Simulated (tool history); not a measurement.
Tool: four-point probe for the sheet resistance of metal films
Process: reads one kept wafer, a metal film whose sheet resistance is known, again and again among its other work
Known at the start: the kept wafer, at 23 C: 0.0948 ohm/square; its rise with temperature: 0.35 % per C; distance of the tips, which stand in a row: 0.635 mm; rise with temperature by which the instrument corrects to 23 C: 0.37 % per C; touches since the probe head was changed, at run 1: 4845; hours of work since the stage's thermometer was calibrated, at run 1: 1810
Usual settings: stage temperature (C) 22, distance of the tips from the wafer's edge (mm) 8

| run | day | stage temperature (C) | distance of the tips from the wafer's edge (mm) | touches since the probe head was changed | hours of work since the stage's thermometer was calibrated | sheet resistance as the instrument gives it (ohm/square) |
|---|---|---|---|---|---|---|
| 1 | 0.000 | 22 | 8 | 4845 | 1810 | 0.095119 |
| 2 | 0.675 | 22 | 8 | 5123 | 1822 | 0.095139 |
| 3 | 1.354 | 22 | 8 | 5402 | 1835 | 0.095113 |
| 4 | 2.062 | 25 | 8 | 5694 | 1848 | 0.095082 |
| 5 | 2.829 | 25 | 8 | 6009 | 1862 | 0.095093 |
| 6 | 4.058 | 25 | 8 | 6513 | 1884 | 0.095109 |
| 7 | 4.754 | 22 | 6 | 6801 | 1897 | 0.095385 |
| 8 | 5.771 | 22 | 8 | 7219 | 1916 | 0.095188 |
| 9 | 6.929 | 25 | 9 | 7696 | 1937 | 0.095002 |
| 10 | 8.129 | 33 | 8 | 8189 | 1959 | 0.094956 |
| 11 | 8.812 | 33 | 8 | 8470 | 1971 | 0.094963 |
| 12 | 9.558 | 33 | 8 | 8777 | 1985 | 0.095032 |
|  | 10.008 | stage's thermometer calibrated |
| 13 | 10.304 | 33 | 3 | 9074 | 5 | 0.096877 |
| 14 | 11.300 | 33 | 3 | 9485 | 24 | 0.096842 |
| 15 | 12.062 | 29 | 4 | 9799 | 38 | 0.095961 |
| 16 | 12.667 | 31 | 11 | 10046 | 49 | 0.094838 |

Forecast each of these 3 alternatives for the next run:
| A | 13.671 | 20 | 3 | 10459 | 67 | ? |
| B | 13.671 | 28 | 3 | 10459 | 67 | ? |
| C | 13.671 | 20 | 8 | 10459 | 67 | ? |

| run | sheet resistance as the instrument gives it (ohm/square) |
|---|---|
| A | 0.097084 |
| B | 0.096958 |
| C | 0.095172 |
Without the tool's hidden state the same runs would have given:
| run | sheet resistance as the instrument gives it (ohm/square) |
|---|---|
| A | 0.097084 |
| B | 0.096957 |
| C | 0.095171 |
